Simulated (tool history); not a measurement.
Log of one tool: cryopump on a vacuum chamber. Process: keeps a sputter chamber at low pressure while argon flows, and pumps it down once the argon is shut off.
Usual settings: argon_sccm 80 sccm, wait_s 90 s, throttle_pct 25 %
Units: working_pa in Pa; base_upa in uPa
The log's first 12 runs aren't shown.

run	hour	argon_sccm	wait_s	throttle_pct	working_pa	base_upa
13	455.1	133	90	25	0.4747	1.81
14	483.7	133	90	25	0.4751	1.85
15	537.3	80	90	26	0.2736	1.83
16	567.2	80	90	26	0.2752	1.92
17	610.1	80	90	26	0.2773	1.93
18	647.5	107	205	26	0.3729	1.89
19	688.7	127	225	25	0.4546	1.86
20	739.3	127	225	25	0.4597	1.94
21	782.9	60	182	43	0.1298	2.00
22	806.5	46	209	47	0.0925	1.94
23	843.3	36	209	23	0.1425	1.97
24	894.7	36	209	23	0.1416	2.03
25	939.4	102	110	17	0.5429	2.13
26	973.2	102	110	17	0.5458	2.15
27	995.5	80	38	43	0.1748	2.47
28	1048.6	108	116	19	0.5130	2.30
29	1078.0	108	116	19	0.5171	2.31
30	1102.4	108	116	19	0.5159	2.33
31	1141.8	108	116	19	0.5201	2.28
32	1165.0	99	164	19	0.4747	2.24
33	1214.5	95	47	56	0.1679	2.55
34	1242.6	95	47	56	0.1671	2.65

4 ways to go on from here, each from the tool as it stands after run 34. What would each give?
A	1281.6	108	96	25	?	?
B	1281.6	46	89	29	?	?
C	1281.6	135	39	45	?	?
D	1281.6	80	264	21	?	?

run	working_pa	base_upa
A	0.4012	2.48
B	0.1486	2.53
C	0.2926	2.72
D	0.3511	2.31
Without the tool's hidden state the same runs would have given:
run	working_pa	base_upa
A	0.3769	0.33
B	0.1382	0.37
C	0.2621	0.60
D	0.3330	0.21
